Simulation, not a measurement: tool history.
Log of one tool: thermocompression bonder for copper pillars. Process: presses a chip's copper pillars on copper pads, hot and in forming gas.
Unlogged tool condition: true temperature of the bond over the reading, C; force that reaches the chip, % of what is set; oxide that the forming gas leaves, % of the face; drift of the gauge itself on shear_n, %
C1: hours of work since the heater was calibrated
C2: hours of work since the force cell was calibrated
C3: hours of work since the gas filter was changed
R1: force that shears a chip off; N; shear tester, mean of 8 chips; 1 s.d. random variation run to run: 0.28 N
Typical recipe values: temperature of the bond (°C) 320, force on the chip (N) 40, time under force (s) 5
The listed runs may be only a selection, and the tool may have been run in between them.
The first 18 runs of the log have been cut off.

run 19 hour=1162.7 | temperature_of_the_bond_(°C)=320 force_on_the_chip_(N)=24 time_under_force_(s)=12 | C1=171 C2=428 C3=275 | R1=33.6
run 20 hour=1240 | temperature_of_the_bond_(°C)=327 force_on_the_chip_(N)=31 time_under_force_(s)=3 | C1=209 C2=466 C3=312 | R1=25.9
run 21 hour=1298.4 | temperature_of_the_bond_(°C)=327 force_on_the_chip_(N)=28 time_under_force_(s)=3 | C1=237 C2=494 C3=341 | R1=23.1
run 22 hour=1368.3 | temperature_of_the_bond_(°C)=320 force_on_the_chip_(N)=28 time_under_force_(s)=15 | C1=272 C2=528 C3=375 | R1=43
run 23 hour=1414 | temperature_of_the_bond_(°C)=343 force_on_the_chip_(N)=31 time_under_force_(s)=10 | C1=294 C2=551 C3=397 | R1=48.4
-- hour=1472.5 forming gas filter changed
run 24 hour=1502.2 | temperature_of_the_bond_(°C)=333 force_on_the_chip_(N)=34 time_under_force_(s)=11 | C1=337 C2=594 C3=15 | R1=53.4
run 25 hour=1590.3 | temperature_of_the_bond_(°C)=333 force_on_the_chip_(N)=34 time_under_force_(s)=11 | C1=380 C2=637 C3=58 | R1=53.1
run 26 hour=1652.3 | temperature_of_the_bond_(°C)=320 force_on_the_chip_(N)=53 time_under_force_(s)=3 | C1=410 C2=667 C3=88 | R1=44.4
run 27 hour=1724.7 | temperature_of_the_bond_(°C)=320 force_on_the_chip_(N)=40 time_under_force_(s)=6 | C1=446 C2=702 C3=123 | R1=44.8
run 28 hour=1763.2 | temperature_of_the_bond_(°C)=334 force_on_the_chip_(N)=40 time_under_force_(s)=3 | C1=464 C2=721 C3=142 | R1=38
run 29 hour=1822.2 | temperature_of_the_bond_(°C)=308 force_on_the_chip_(N)=42 time_under_force_(s)=7 | C1=493 C2=750 C3=171 | R1=43.7
run 30 hour=1881.8 | temperature_of_the_bond_(°C)=308 force_on_the_chip_(N)=42 time_under_force_(s)=7 | C1=522 C2=779 C3=200 | R1=44
run 31 hour=1922 | temperature_of_the_bond_(°C)=308 force_on_the_chip_(N)=42 time_under_force_(s)=7 | C1=542 C2=799 C3=220 | R1=44.5
run 32 hour=1983.7 | temperature_of_the_bond_(°C)=298 force_on_the_chip_(N)=26 time_under_force_(s)=3 | C1=572 C2=829 C3=250 | R1=16.8
-- hour=2004.6 force cell calibrated
run 33 hour=2059.6 | temperature_of_the_bond_(°C)=309 force_on_the_chip_(N)=52 time_under_force_(s)=10 | C1=609 C2=27 C3=286 | R1=62.5
run 34 hour=2149 | temperature_of_the_bond_(°C)=320 force_on_the_chip_(N)=44 time_under_force_(s)=9 | C1=652 C2=71 C3=330 | R1=55.9
run 35 hour=2201.2 | temperature_of_the_bond_(°C)=305 force_on_the_chip_(N)=31 time_under_force_(s)=5 | C1=678 C2=96 C3=355 | R1=28.7
-- hour=2236.9 heater calibrated with a thermocouple chip
run 36 hour=2244.1 | temperature_of_the_bond_(°C)=301 force_on_the_chip_(N)=40 time_under_force_(s)=3 | C1=4 C2=116 C3=375 | R1=26

5 ways to go on from here, each from the tool as it stands after run 36. What would each give?
run A hour=2332.4 | temperature_of_the_bond_(°C)=313 force_on_the_chip_(N)=43 time_under_force_(s)=8 | C1=47 C2=159 C3=419 | R1=?
run B hour=2332.4 | temperature_of_the_bond_(°C)=301 force_on_the_chip_(N)=35 time_under_force_(s)=12 | C1=47 C2=159 C3=419 | R1=?
run C hour=2332.4 | temperature_of_the_bond_(°C)=331 force_on_the_chip_(N)=29 time_under_force_(s)=13 | C1=47 C2=159 C3=419 | R1=?
run D hour=2332.4 | temperature_of_the_bond_(°C)=341 force_on_the_chip_(N)=40 time_under_force_(s)=3 | C1=47 C2=159 C3=419 | R1=?
run E hour=2332.4 | temperature_of_the_bond_(°C)=301 force_on_the_chip_(N)=40 time_under_force_(s)=7 | C1=47 C2=159 C3=419 | R1=?

run=A R1=46.7
run=B R1=40.5
run=C R1=44.7
run=D R1=37.6
run=E R1=37.3
Stripped of hidden state, with their random variation kept, the same runs would have yielded:
run=A R1=49.6
run=B R1=43.1
run=C R1=47.5
run=D R1=39.9
run=E R1=39.6
